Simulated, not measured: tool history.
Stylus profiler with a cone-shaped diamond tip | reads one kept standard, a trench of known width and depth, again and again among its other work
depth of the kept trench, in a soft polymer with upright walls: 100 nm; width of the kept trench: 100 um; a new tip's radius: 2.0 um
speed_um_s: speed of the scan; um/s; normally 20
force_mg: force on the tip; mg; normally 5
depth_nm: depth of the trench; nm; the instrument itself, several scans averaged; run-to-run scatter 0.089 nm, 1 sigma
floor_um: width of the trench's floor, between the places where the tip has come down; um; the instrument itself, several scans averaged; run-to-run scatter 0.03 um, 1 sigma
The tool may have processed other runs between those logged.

run	hour	speed_um_s	force_mg	depth_nm	floor_um
1	0	20	5	101.5	98.43
2	99.9	20	5	101.6	98.44
3	156.9	20	5	101.48	98.45
4	281.7	20	5	101.45	98.36
5	400.9	20	5	101.41	98.42
6	471.9	20	2.31	100.66	98.36
7	549.7	20	2.31	100.7	98.29
# hour 627.5: new tip fitted, height scale calibrated
8	636.3	20	2.31	100.93	98.68
9	726.8	20	2.53	101.06	98.75
10	820.3	20	2.53	100.89	98.73
11	928.4	20	2.53	100.95	98.67
12	986.2	20	5	101.75	98.64
13	1100.6	20	5	101.71	98.7
14	1170.6	20	5	101.58	98.66
# hour 1177.4: height scale calibrated on a step standard
15	1282	20	5	101.67	98.64
16	1367	8	8.48	102.4	98.64
17	1490	8	8.48	102.22	98.61
18	1592.9	8	8.48	102.38	98.57
# hour 1641.9: height scale calibrated on a step standard, once more
19	1648.6	8	8.48	102.57	98.63
20	1712	52	13.49	103.43	98.56
21	1799.7	31	1.74	100.7	98.46
22	1887	31	1.74	100.89	98.48
23	1963.7	5	11.96	103.14	98.62
24	2061.6	11	11.96	103.08	98.54
25	2134.1	17	3.88	101.28	98.54
26	2207	8	2.38	101.15	98.52
27	2281.3	64	2.5	101	98.26
28	2333.2	48	7.6	102.34	98.44
29	2443.6	20	4.16	101.38	98.42
30	2556.2	23	1.95	100.88	98.38

For some of the steps in depth_nm from one run to the next: how much would appear even if the tool had no hidden state, given the settings, what came in and random variation, and how much remains for the hidden state plus any gauge scatter that the measured result and the result without hidden state don't share?
Unlogged tool condition in this case: radius of the tip, um; height scale over the true one, %; drift of the gauge itself on depth_nm, %; drift of the gauge itself on floor_um, %.
Run 7 -> 8: new tip fitted, height scale calibrated. depth_nm +0.23 nm: hidden state +0.39, all else -0.16.
Run 14 -> 15: height scale calibrated on a step standard. depth_nm +0.09 nm: hidden state -0.07, all else +0.16.
Run 18 -> 19: height scale calibrated on a step standard, once more. depth_nm +0.19 nm: hidden state +0.2, all else -0.01.
Run 20 -> 21: speed_um_s 52 -> 31, force_mg 13.49 -> 1.74. depth_nm -2.73 nm: hidden state -0.02, all else -2.71.
Run 22 -> 23: speed_um_s 31 -> 5, force_mg 1.74 -> 11.96. depth_nm +2.25 nm: hidden state -0.01, all else +2.26.
Run 24 -> 25: speed_um_s 11 -> 17, force_mg 11.96 -> 3.88. depth_nm -1.8 nm: hidden state -0.02, all else -1.78.
